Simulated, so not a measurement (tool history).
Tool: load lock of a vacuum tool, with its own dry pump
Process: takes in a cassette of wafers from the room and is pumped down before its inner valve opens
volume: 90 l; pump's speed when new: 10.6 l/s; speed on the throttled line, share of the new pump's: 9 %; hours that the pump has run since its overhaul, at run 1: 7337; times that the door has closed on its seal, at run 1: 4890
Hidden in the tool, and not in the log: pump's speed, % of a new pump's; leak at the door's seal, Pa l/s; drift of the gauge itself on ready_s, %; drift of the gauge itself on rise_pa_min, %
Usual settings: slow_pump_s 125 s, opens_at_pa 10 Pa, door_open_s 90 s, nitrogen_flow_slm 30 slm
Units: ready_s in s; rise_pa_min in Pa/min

run	hour	slow_pump_s	opens_at_pa	door_open_s	nitrogen_flow_slm	hours that the pump has run since its overhaul	times that the door has closed on its seal	incoming humidity of the room's air, %	ready_s	rise_pa_min
1	0	125	10	90	30	7337	4890	43.5	198.2	0.038
2	90.7	125	10	197	30	7428	5022	42.1	199.8	0.072
3	212.7	125	10	197	30	7550	5199	44.9	198.4	0.079
4	286.2	125	10	197	30	7623	5306	43.7	196.7	0.072
5	406.7	125	10	90	30	7744	5481	45.1	198.3	0.049
6	491.2	125	10	90	30	7828	5603	44	196.3	0.043
7	542.8	125	10	90	30	7880	5678	45.6	196.6	0.041
8	610.4	125	10	90	30	7947	5777	45.2	196.8	0.047
9	721.1	125	17	90	30	8058	5937	45.7	194	0.046
10	776.2	162	10	90	30	8113	6017	43.2	232.7	0.038
11	895.8	84	10	90	12	8233	6191	46.1	160.8	0.068
12	961.5	172	13	44	12	8298	6286	42.7	236.1	0.037
13	1028.4	172	13	123	12	8365	6383	46.9	238.7	0.083
14	1089.1	172	13	123	12	8426	6472	44.2	237.2	0.076
15	1162.6	159	10	90	5	8499	6578	43.7	227.3	0.081

Forecast run 16:
16	1251.2	83	9	90	29	8588	6707	46.7	?	?

{"run 16": {"ready_s": 159.4, "rise_pa_min": 0.05}}
Without the tool's hidden state the same run would have given ready_s 153.7 s, rise_pa_min 0.046 Pa/min.

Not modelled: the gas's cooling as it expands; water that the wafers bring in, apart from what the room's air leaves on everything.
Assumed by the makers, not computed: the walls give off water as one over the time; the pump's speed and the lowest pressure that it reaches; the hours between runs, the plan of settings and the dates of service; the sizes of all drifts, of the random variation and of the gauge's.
